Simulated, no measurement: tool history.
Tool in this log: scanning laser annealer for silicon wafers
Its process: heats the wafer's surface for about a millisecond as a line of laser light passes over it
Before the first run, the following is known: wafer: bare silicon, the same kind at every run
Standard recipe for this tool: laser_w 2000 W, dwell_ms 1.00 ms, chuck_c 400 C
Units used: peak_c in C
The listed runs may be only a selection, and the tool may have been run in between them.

run   hour  laser_w  dwell_ms  chuck_c  peak_c
  1    0.0     2000      1.00      400    1226
  2    5.4     2000      1.00      400    1227
  3   14.5     2000      1.00      400    1226
  4   25.5     2000      1.00      400    1225
  5   32.8     2000      1.00      400    1223
  6   39.8     2000      0.98      400    1217
  7   49.6     2000      0.98      400    1216
  8   61.0     2000      1.00      400    1222
  9   72.7     2000      1.00      400    1223
 10   80.6     2000      1.00      400    1226
 11   91.8     2000      1.00      400    1223
 12  101.8     2000      1.00      364    1186
 13  107.0     2000      1.00      400    1224
 14  114.5     1952      1.00      400    1200
 15  123.9     1952      1.00      400    1200
 16  129.4     1808      1.00      400    1139
 17  135.2     2000      1.00      400    1219
 18  145.8     2000      1.00      400    1221
 19  154.6     2000      1.00      400    1224
 20  159.6     2000      1.00      400    1220
 21  165.8     1863      1.00      400    1161
 22  174.1     2000      1.05      382    1223
 23  180.8     2000      1.05      397    1237
 24  185.8     2000      1.05      397    1234
 25  191.6     2000      1.05      397    1238
 26  201.6     2000      0.82      432    1170
 27  208.7     2000      0.84      414    1162
 28  220.0     2000      0.70      400    1078
 29  229.1     2000      0.70      400    1079
 30  240.2     1771      1.00      437    1154
 31  248.1     1966      0.75      387    1074
 32  260.3     2111      1.05      400    1286
 33  270.9     2028      0.80      392    1125
 34  283.0     2028      0.80      392    1128
 35  293.5     2028      0.80      392    1130
 36  303.8     2028      0.80      392    1130
 37  311.2     2028      0.80      392    1130
 38  321.8     1733      1.00      400    1099
 39  327.0     2035      1.00      412    1244
 40  332.7     1792      1.00      400    1121

3 ways to go on from here, each from the tool as it stands after run 40. What would each give?
  A  341.3     1869      1.02      374       ?
  B  341.3     1792      0.72      400       ?
  C  341.3     1792      0.72      400       ?

run  peak_c
  A    1139
  B    1008
  C    1013
Stripped of hidden state, with their random variation kept, the same runs would have yielded:
run  peak_c
  A    1162
  B    1027
  C    1032

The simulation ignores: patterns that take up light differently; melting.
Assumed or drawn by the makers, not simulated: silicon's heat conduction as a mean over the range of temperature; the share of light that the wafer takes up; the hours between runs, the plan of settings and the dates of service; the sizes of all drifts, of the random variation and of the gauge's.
